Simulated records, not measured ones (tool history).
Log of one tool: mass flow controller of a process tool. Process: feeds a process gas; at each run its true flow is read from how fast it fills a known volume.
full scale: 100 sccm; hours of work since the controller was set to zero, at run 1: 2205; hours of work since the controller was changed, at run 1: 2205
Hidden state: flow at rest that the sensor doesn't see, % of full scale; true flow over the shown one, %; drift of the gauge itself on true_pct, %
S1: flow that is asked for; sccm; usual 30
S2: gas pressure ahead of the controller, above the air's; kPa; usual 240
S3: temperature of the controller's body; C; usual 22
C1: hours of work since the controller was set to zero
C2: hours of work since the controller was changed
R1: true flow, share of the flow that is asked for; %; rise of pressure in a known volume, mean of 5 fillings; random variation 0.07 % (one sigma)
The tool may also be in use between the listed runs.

| run | day | S1 | S2 | S3 | C1 | C2 | R1 |
|---|---|---|---|---|---|---|---|
| 1 | 0 | 30 | 240 | 22 | 2205 | 2205 | 98.07 |
| 2 | 11.325 | 69 | 240 | 22 | 2372 | 2372 | 99.26 |
| 3 | 20.854 | 69 | 240 | 22 | 2513 | 2513 | 99.36 |
| 4 | 29.283 | 30 | 240 | 22 | 2638 | 2638 | 98.35 |
| 5 | 35.121 | 30 | 240 | 22 | 2724 | 2724 | 98.45 |
| 6 | 42.838 | 30 | 216 | 22 | 2839 | 2839 | 98.56 |
| 7 | 48.392 | 30 | 240 | 22 | 2921 | 2921 | 98.53 |
| 8 | 57.933 | 99 | 240 | 22 | 3062 | 3062 | 100.55 |
| 9 | 68.879 | 80 | 240 | 22 | 3224 | 3224 | 100.26 |
| 10 | 75.162 | 80 | 240 | 22 | 3317 | 3317 | 100.2 |
| 11 | 85.358 | 41 | 240 | 22 | 3468 | 3468 | 99.17 |
| 12 | 92.992 | 41 | 240 | 22 | 3581 | 3581 | 99.15 |
| 13 | 104.312 | 30 | 240 | 22 | 3749 | 3749 | 98.93 |
| 14 | 116.196 | 30 | 240 | 22 | 3924 | 3924 | 99.18 |
| 15 | 127.425 | 30 | 187 | 22 | 4091 | 4091 | 99.44 |
| 16 | 134.396 | 30 | 187 | 22 | 4194 | 4194 | 99.49 |
| 17 | 143.05 | 30 | 240 | 22 | 4322 | 4322 | 99.17 |
| 18 | 153.55 | 30 | 240 | 22 | 4477 | 4477 | 99.34 |
| 19 | 160.783 | 30 | 240 | 22 | 4584 | 4584 | 99.3 |
| 20 | 169.288 | 30 | 240 | 37 | 4710 | 4710 | 97.74 |
| 21 | 179.338 | 30 | 175 | 37 | 4859 | 4859 | 98.08 |
| 22 | 189.979 | 30 | 240 | 24 | 5016 | 5016 | 99.48 |
| 23 | 201.138 | 30 | 240 | 24 | 5182 | 5182 | 99.54 |
| 24 | 210.588 | 30 | 240 | 24 | 5321 | 5321 | 99.52 |
| 25 | 218.608 | 30 | 240 | 24 | 5440 | 5440 | 99.75 |
| 26 | 229.208 | 30 | 240 | 24 | 5597 | 5597 | 99.7 |
| 27 | 238.067 | 46 | 186 | 23 | 5728 | 5728 | 100.71 |
| 28 | 244.029 | 23 | 168 | 32 | 5816 | 5816 | 98.99 |
| 29 | 251.796 | 13 | 167 | 22 | 5931 | 5931 | 99.87 |
|  | 258.242 | gauge calibrated |
| 30 | 258.288 | 13 | 167 | 22 | 6027 | 6027 | 97.97 |
| 31 | 269.392 | 13 | 167 | 22 | 6192 | 6192 | 98.1 |
| 32 | 277.108 | 59 | 182 | 24 | 6306 | 6306 | 99.18 |
| 33 | 286.358 | 78 | 160 | 29 | 6443 | 6443 | 99.19 |
| 34 | 296.217 | 30 | 191 | 30 | 6589 | 6589 | 97.7 |
| 35 | 302.375 | 30 | 144 | 22 | 6680 | 6680 | 98.89 |
| 36 | 309.975 | 27 | 251 | 28 | 6792 | 6792 | 97.68 |
| 37 | 317.267 | 14 | 214 | 32 | 6900 | 6900 | 96.99 |
| 38 | 324.633 | 14 | 214 | 32 | 7009 | 7009 | 97.17 |
| 39 | 336.954 | 14 | 214 | 32 | 7192 | 7192 | 97.17 |
| 40 | 344.496 | 30 | 240 | 22 | 7303 | 7303 | 98.96 |
| 41 | 356.229 | 30 | 240 | 22 | 7477 | 7477 | 98.84 |
| 42 | 361.438 | 30 | 240 | 22 | 7554 | 7554 | 98.86 |
|  | 370.954 | controller exchanged for a calibrated one |
| 43 | 370.954 | 30 | 240 | 22 | 0 | 0 | 99.1 |
| 44 | 377.025 | 30 | 256 | 32 | 90 | 90 | 97.7 |
| 45 | 386.412 | 30 | 256 | 32 | 229 | 229 | 97.91 |
| 46 | 391.879 | 12 | 216 | 32 | 310 | 310 | 97.57 |
| 47 | 401.367 | 12 | 216 | 32 | 450 | 450 | 97.65 |
| 48 | 406.542 | 12 | 216 | 32 | 527 | 527 | 97.63 |

3 ways to go on from here, each from the tool as it stands after run 48. What would each give?
| A | 412.417 | 21 | 169 | 27 | 614 | 614 | ? |
| B | 412.417 | 30 | 240 | 26 | 614 | 614 | ? |
| C | 412.417 | 28 | 271 | 34 | 614 | 614 | ? |

| run | R1 |
|---|---|
| A | 98.81 |
| B | 98.93 |
| C | 97.71 |
Without the tool's hidden state the same runs would have given:
| run | R1 |
|---|---|
| A | 97.54 |
| B | 97.67 |
| C | 96.46 |

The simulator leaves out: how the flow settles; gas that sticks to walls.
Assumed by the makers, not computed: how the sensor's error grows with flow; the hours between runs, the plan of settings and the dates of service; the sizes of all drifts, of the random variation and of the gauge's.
